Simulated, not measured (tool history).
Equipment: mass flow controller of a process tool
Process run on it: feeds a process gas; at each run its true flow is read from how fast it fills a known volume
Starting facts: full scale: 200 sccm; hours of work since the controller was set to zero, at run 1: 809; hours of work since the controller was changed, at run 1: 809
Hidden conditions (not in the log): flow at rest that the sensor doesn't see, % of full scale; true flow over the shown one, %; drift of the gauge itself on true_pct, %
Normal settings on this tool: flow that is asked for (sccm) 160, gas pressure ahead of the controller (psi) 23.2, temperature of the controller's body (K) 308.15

| run | hour | flow that is asked for (sccm) | gas pressure ahead of the controller (psi) | temperature of the controller's body (K) | hours of work since the controller was set to zero | hours of work since the controller was changed | true flow (%) |
|---|---|---|---|---|---|---|---|
| 1 | 0.0 | 160 | 23.2 | 308.15 | 809 | 809 | 100.46 |
| 2 | 70.7 | 160 | 23.2 | 308.15 | 832 | 832 | 100.50 |
| 3 | 145.3 | 160 | 23.2 | 308.15 | 856 | 856 | 100.58 |
| 4 | 208.3 | 160 | 23.2 | 308.15 | 877 | 877 | 100.36 |
| 5 | 280.6 | 160 | 23.2 | 306.15 | 900 | 900 | 100.24 |
| 6 | 348.6 | 160 | 23.2 | 306.15 | 922 | 922 | 100.20 |
| 7 | 431.3 | 160 | 23.2 | 306.15 | 949 | 949 | 100.00 |
| 8 | 509.4 | 160 | 23.2 | 306.15 | 974 | 974 | 100.03 |
| 9 | 591.8 | 160 | 23.2 | 312.15 | 1001 | 1001 | 100.57 |
| 10 | 629.9 | 47 | 23.2 | 312.15 | 1014 | 1014 | 99.74 |
| 11 | 678.8 | 160 | 23.2 | 308.15 | 1029 | 1029 | 100.10 |
| 12 | 735.1 | 160 | 23.2 | 308.15 | 1048 | 1048 | 100.18 |
| 13 | 798.8 | 160 | 23.2 | 308.15 | 1068 | 1068 | 100.09 |
| 14 | 852.1 | 37 | 23.2 | 308.15 | 1086 | 1086 | 99.28 |
| 15 | 893.6 | 141 | 35.4 | 305.15 | 1099 | 1099 | 100.13 |
| 16 | 958.9 | 198 | 23.2 | 308.15 | 1120 | 1120 | 100.21 |
| 17 | 1029.1 | 71 | 31.9 | 308.15 | 1143 | 1143 | 99.66 |
| 18 | 1106.7 | 71 | 31.9 | 308.15 | 1168 | 1168 | 99.68 |
| 19 | 1157.7 | 91 | 23.2 | 299.15 | 1185 | 1185 | 98.41 |
| 20 | 1216.4 | 160 | 26.5 | 301.15 | 1204 | 1204 | 99.21 |
| 21 | 1268.6 | 160 | 38.9 | 309.15 | 1221 | 1221 | 100.55 |
| 22 | 1316.8 | 196 | 25.8 | 303.15 | 1237 | 1237 | 99.50 |
| 23 | 1376.5 | 110 | 35.2 | 304.15 | 1256 | 1256 | 99.33 |
| 24 | 1435.5 | 21 | 24.1 | 301.15 | 1275 | 1275 | 98.00 |
| 25 | 1519.4 | 21 | 24.1 | 301.15 | 1302 | 1302 | 97.89 |

Below are 4 alternative next runs, each starting from the tool's condition after run 25. Predict each:
| A | 1570.6 | 21 | 33.5 | 303.15 | 1319 | 1319 | ? |
| B | 1570.6 | 24 | 28.9 | 295.15 | 1319 | 1319 | ? |
| C | 1570.6 | 80 | 23.2 | 306.15 | 1319 | 1319 | ? |
| D | 1570.6 | 21 | 24.1 | 308.15 | 1319 | 1319 | ? |

| run | true flow (%) |
|---|---|
| A | 98.52 |
| B | 97.39 |
| C | 98.73 |
| D | 98.63 |
Stripped of hidden state, with their random variation kept, the same runs would have yielded:
| run | true flow (%) |
|---|---|
| A | 99.47 |
| B | 98.33 |
| C | 99.68 |
| D | 99.58 |
